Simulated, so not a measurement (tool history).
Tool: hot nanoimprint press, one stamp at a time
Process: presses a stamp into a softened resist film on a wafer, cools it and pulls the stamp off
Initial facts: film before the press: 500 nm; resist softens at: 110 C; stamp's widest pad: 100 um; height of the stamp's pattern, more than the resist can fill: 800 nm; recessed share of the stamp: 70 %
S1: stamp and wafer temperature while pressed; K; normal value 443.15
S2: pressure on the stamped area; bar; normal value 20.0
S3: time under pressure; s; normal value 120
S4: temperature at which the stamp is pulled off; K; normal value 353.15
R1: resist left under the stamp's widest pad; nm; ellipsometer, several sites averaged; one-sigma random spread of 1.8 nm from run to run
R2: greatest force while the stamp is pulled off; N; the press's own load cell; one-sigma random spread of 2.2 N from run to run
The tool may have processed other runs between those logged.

run     day      S1    S2   S3      S4     R1   R2
  1   0.000  443.15  20.0  120  353.15  313.3  173
  2   2.283  443.15  20.0  120  353.15  313.3  179
  3   4.871  443.15  14.2  120  353.15  351.5  190
      6.179  -- stamp cleaned and given a new release coat
  4   7.717  443.15  14.2  120  353.15  351.5  103
  5   9.929  443.15  14.2  120  358.15  356.2   92
  6  12.712  443.15  14.2  120  358.15  359.3  106
     13.021  -- plate thermocouple calibrated
  7  15.754  443.15  14.2  117  358.15  366.4  110
  8  17.254  443.15  20.0  145  353.15  308.4  128
  9  18.683  443.15  20.0  216  353.15  273.5  132
     21.954  -- press's hydraulic seals changed and the load cell set to zero
 10  21.954  443.15  20.0  216  353.15  262.5  147
 11  24.838  447.15  20.0  120  353.15  272.7  148
 12  26.079  447.15  20.0  120  353.15  270.3  154
 13  28.183  447.15  20.0  120  342.15  272.5  200
 14  30.262  447.15  17.2  105  342.15  299.7  205
     30.662  -- plate thermocouple calibrated, once more
 15  33.438  442.15  17.6   63  360.15  374.3  130
 16  35.979  442.15  17.6   63  360.15  379.5  141
 17  37.904  443.15  17.5  120  359.15  316.5  142
 18  39.633  440.15  12.1  120  338.15  390.9  251

Alternative continuations, all from the tool just after run 18; predict every row:
  A  42.025  440.15  12.1  210  338.15   ?   ?
  B  42.025  443.15  20.0  148  353.15   ?   ?
  C  42.025  444.15  20.0  120  359.15   ?   ?
  D  42.025  443.15  20.0  120  347.15   ?   ?

run     R1   R2
  A  351.4  257
  B  285.4  182
  C  289.5  157
  D  303.9  216
What these runs would have given with no unlogged condition in the tool:
run     R1   R2
  A  340.8  138
  B  273.7   97
  C  278.0   83
  D  292.1  115
